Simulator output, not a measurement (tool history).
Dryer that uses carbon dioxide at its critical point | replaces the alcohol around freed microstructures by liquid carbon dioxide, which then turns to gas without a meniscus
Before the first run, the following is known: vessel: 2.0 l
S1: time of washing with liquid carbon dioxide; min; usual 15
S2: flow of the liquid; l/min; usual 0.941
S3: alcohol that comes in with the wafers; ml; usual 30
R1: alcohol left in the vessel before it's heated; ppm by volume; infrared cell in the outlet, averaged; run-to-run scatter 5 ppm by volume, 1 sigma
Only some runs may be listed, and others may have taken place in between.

run    hour  S1     S2   S3   R1
  1     0.0  15  0.941   30  199
       14.7  -- inlet filter changed
  2    40.4  15  0.941   30  158
  3    94.6  15  0.941   30  158
  4   148.8  15  0.601   30  534
  5   183.0  15  0.578   30  606
  6   252.7  15  0.941   25  178
  7   296.4  15  0.941   56  249
  8   343.1  15  0.941   30  217
  9   399.8  15  0.941   30  227
 10   459.0  15  0.941   30  240
      488.5  -- inlet filter changed
 11   525.5  15  0.941   30  190
 12   559.7  15  0.740   30  327
 13   590.1  15  0.740   30  328
 14   620.4  15  0.740   30  339
 15   658.9  15  0.740   30  356
 16   715.8  15  0.740   30  381
      736.7  -- purifier's bed changed
 17   769.3  23  0.941  104   18
 18   821.6  17  1.591   59   22
 19   887.8  12  1.165   33  109
 20   955.9  12  1.201  105  283
      967.5  -- inlet filter changed
 21  1015.5  12  1.201  105  131
 22  1070.6  12  1.201  105  143
 23  1109.0  19  0.941   44   65
 24  1176.3  19  0.941   44   65
 25  1208.8  19  0.941   57   74
 26  1281.6  19  0.941   57   95
 27  1327.9  13  0.941   30  204
 28  1395.4  15  0.575   30  742

What if the next run were any one of these 3? Each begins from the tool's condition after run 28:
     1445.3  -- inlet filter changed
  A  1456.9  12  1.223  65   ?
     1445.3  -- inlet filter changed
  B  1456.9  19  0.768  23   ?
     1445.3  -- inlet filter changed
  C  1456.9  15  1.370  30   ?

run   R1
  A  133
  B  102
  C   89
Stripped of hidden state, with their random variation kept, the same runs would have yielded:
run  R1
  A  56
  B  27
  C  14

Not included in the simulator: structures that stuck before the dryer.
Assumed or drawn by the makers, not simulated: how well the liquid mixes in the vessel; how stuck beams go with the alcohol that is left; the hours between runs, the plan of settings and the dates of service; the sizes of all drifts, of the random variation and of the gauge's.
